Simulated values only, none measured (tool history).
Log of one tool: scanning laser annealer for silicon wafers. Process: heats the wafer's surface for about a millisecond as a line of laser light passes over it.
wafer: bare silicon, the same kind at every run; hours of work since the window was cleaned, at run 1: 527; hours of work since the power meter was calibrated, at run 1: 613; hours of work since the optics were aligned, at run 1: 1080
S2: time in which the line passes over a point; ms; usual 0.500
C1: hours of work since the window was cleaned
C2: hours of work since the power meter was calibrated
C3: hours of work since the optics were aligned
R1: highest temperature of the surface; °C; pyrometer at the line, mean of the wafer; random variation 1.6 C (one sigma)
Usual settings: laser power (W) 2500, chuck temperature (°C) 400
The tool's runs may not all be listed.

Run 1, hour 0.0: usual settings; C1 527; C2 613; C3 1080. Result: R1 1089 °C.
Run 2, hour 17.5: usual settings; C1 537; C2 624; C3 1090. Result: R1 1088 °C.
Run 3, hour 42.2: usual settings but laser power (W) 2618; C1 552; C2 639; C3 1105. Result: R1 1125 °C.
Run 4, hour 70.5: usual settings but laser power (W) 2618; C1 569; C2 655; C3 1122. Result: R1 1126 °C.
Run 5, hour 101.0: usual settings; C1 587; C2 674; C3 1141. Result: R1 1084 °C.
Run 6, hour 123.2: usual settings but S2 0.547 ms; C1 601; C2 687; C3 1154. Result: R1 1116 °C.
Run 7, hour 140.2: usual settings but S2 0.547 ms; C1 611; C2 697; C3 1164. Result: R1 1117 °C.
Run 8, hour 170.0: usual settings but S2 0.547 ms; C1 629; C2 715; C3 1182. Result: R1 1114 °C.
At hour 186.5: optics aligned, line set to its width.
Run 9, hour 199.0: usual settings but S2 0.547 ms; C1 643; C2 730; C3 7. Result: R1 1135 °C.
Run 10, hour 224.7: usual settings but S2 0.547 ms; C1 659; C2 745; C3 23. Result: R1 1133 °C.
Run 11, hour 247.1: usual settings but S2 0.547 ms; C1 672; C2 759; C3 36. Result: R1 1133 °C.
Run 12, hour 273.9: usual settings but S2 0.547 ms; C1 688; C2 775; C3 53. Result: R1 1130 °C.
At hour 277.7: window over the wafer cleaned.
Run 13, hour 297.2: usual settings but laser power (W) 2128, S2 0.545 ms, chuck temperature (°C) 432; C1 12; C2 788; C3 65. Result: R1 1027 °C.
Run 14, hour 314.7: usual settings but laser power (W) 2194, S2 0.503 ms, chuck temperature (°C) 373; C1 22; C2 798; C3 76. Result: R1 967 °C.
Run 15, hour 332.5: usual settings but laser power (W) 2194, S2 0.503 ms, chuck temperature (°C) 373; C1 33; C2 809; C3 86. Result: R1 963 °C.
Run 16, hour 350.8: usual settings but laser power (W) 2281; C1 44; C2 820; C3 97. Result: R1 1016 °C.
At hour 373.4: window over the wafer cleaned, once more.
Run 17, hour 383.6: usual settings but laser power (W) 2712, S2 0.426 ms, chuck temperature (°C) 411; C1 6; C2 838; C3 116. Result: R1 1142 °C.
Run 18, hour 400.3: usual settings but laser power (W) 2138, S2 0.481 ms, chuck temperature (°C) 375; C1 16; C2 848; C3 126. Result: R1 958 °C.
Run 19, hour 420.3: usual settings but laser power (W) 2138, S2 0.481 ms, chuck temperature (°C) 375; C1 28; C2 860; C3 138. Result: R1 959 °C.
Run 20, hour 442.8: usual settings but laser power (W) 2138, S2 0.592 ms, chuck temperature (°C) 361; C1 42; C2 874; C3 152. Result: R1 1009 °C.
Run 21, hour 462.9: usual settings but laser power (W) 2138, S2 0.592 ms, chuck temperature (°C) 361; C1 54; C2 886; C3 164. Result: R1 1010 °C.

Hidden state at the last listed run before each entry between runs and at the first one after, where it differs:
Between runs 8 and 9: optics aligned, line set to its width (hour 186.5)
  light that passes the window, % of a clean one's: 97.39 -> 97.35; width of the line over the set one, %: 3.83 -> 0.11
  measured less the result without the state, R1: -40 -> -22 °C
Between runs 12 and 13: window over the wafer cleaned (hour 277.7)
  light that passes the window, % of a clean one's: 97.19 -> 96.24; width of the line over the set one, %: 0.25 -> 0.29
  measured less the result without the state, R1: -24 -> -28 °C
Between runs 16 and 17: window over the wafer cleaned, once more (hour 373.4)
  light that passes the window, % of a clean one's: 96.13 -> 99.81; width of the line over the set one, %: 0.4 -> 0.45
  measured less the result without the state, R1: -30 -> -2 °C

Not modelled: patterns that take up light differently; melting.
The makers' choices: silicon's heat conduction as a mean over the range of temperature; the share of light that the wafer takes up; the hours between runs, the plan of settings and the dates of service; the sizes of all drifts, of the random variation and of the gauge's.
